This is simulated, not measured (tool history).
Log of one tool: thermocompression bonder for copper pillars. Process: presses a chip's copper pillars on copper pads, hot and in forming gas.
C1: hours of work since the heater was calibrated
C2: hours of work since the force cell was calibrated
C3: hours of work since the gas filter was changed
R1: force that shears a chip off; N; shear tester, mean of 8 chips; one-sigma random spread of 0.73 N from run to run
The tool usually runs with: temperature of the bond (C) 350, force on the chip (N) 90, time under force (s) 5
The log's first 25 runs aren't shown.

{"run": 26, "hour": 188.9, "temperature of the bond (C)": 353, "force on the chip (N)": 90, "time under force (s)": 3, "C1": 729, "C2": 373, "C3": 203, "R1": 43.9}
{"run": 27, "hour": 194.5, "temperature of the bond (C)": 326, "force on the chip (N)": 134, "time under force (s)": 15, "C1": 733, "C2": 376, "C3": 207, "R1": 90.7}
{"run": 28, "hour": 203.6, "temperature of the bond (C)": 348, "force on the chip (N)": 90, "time under force (s)": 5, "C1": 739, "C2": 382, "C3": 213, "R1": 51.7}
{"run": 29, "hour": 208.9, "temperature of the bond (C)": 348, "force on the chip (N)": 90, "time under force (s)": 5, "C1": 742, "C2": 386, "C3": 216, "R1": 50.1}
{"run": 30, "hour": 218.4, "temperature of the bond (C)": 332, "force on the chip (N)": 56, "time under force (s)": 3, "C1": 748, "C2": 392, "C3": 222, "R1": 17.4}
{"hour": 224.4, "done": "heater calibrated with a thermocouple chip"}
{"run": 31, "hour": 228.9, "temperature of the bond (C)": 365, "force on the chip (N)": 116, "time under force (s)": 5, "C1": 3, "C2": 397, "C3": 228, "R1": 74.8}
{"run": 32, "hour": 238.5, "temperature of the bond (C)": 368, "force on the chip (N)": 116, "time under force (s)": 5, "C1": 9, "C2": 403, "C3": 234, "R1": 75.8}
{"run": 33, "hour": 247.6, "temperature of the bond (C)": 368, "force on the chip (N)": 116, "time under force (s)": 5, "C1": 15, "C2": 409, "C3": 240, "R1": 75.3}
{"run": 34, "hour": 255.1, "temperature of the bond (C)": 354, "force on the chip (N)": 73, "time under force (s)": 4, "C1": 20, "C2": 414, "C3": 244, "R1": 34.6}
{"run": 35, "hour": 264.3, "temperature of the bond (C)": 350, "force on the chip (N)": 90, "time under force (s)": 8, "C1": 26, "C2": 420, "C3": 250, "R1": 57.0}
{"run": 36, "hour": 272.9, "temperature of the bond (C)": 328, "force on the chip (N)": 57, "time under force (s)": 11, "C1": 31, "C2": 425, "C3": 256, "R1": 28.2}
{"run": 37, "hour": 281.6, "temperature of the bond (C)": 328, "force on the chip (N)": 62, "time under force (s)": 7, "C1": 37, "C2": 431, "C3": 261, "R1": 23.9}
{"run": 38, "hour": 288.3, "temperature of the bond (C)": 328, "force on the chip (N)": 62, "time under force (s)": 7, "C1": 41, "C2": 435, "C3": 266, "R1": 23.9}
{"run": 39, "hour": 294.6, "temperature of the bond (C)": 342, "force on the chip (N)": 98, "time under force (s)": 5, "C1": 45, "C2": 439, "C3": 270, "R1": 46.1}
{"run": 40, "hour": 300.0, "temperature of the bond (C)": 342, "force on the chip (N)": 98, "time under force (s)": 5, "C1": 48, "C2": 443, "C3": 273, "R1": 44.8}

What if the next run were any one of these 4? Each begins from the tool's condition after run 40:
{"run": "A", "hour": 306.2, "temperature of the bond (C)": 357, "force on the chip (N)": 98, "time under force (s)": 5, "C1": 52, "C2": 447, "C3": 277, "R1": "?"}
{"run": "B", "hour": 306.2, "temperature of the bond (C)": 342, "force on the chip (N)": 71, "time under force (s)": 5, "C1": 52, "C2": 447, "C3": 277, "R1": "?"}
{"run": "C", "hour": 306.2, "temperature of the bond (C)": 371, "force on the chip (N)": 78, "time under force (s)": 7, "C1": 52, "C2": 447, "C3": 277, "R1": "?"}
{"run": "D", "hour": 306.2, "temperature of the bond (C)": 346, "force on the chip (N)": 100, "time under force (s)": 5, "C1": 52, "C2": 447, "C3": 277, "R1": "?"}

run=A R1=56.9
run=B R1=31.3
run=C R1=57.6
run=D R1=49.4
Without the tool's unlogged condition, the same runs would have read:
run=A R1=64.3
run=B R1=35.7
run=C R1=65.1
run=D R1=56.1
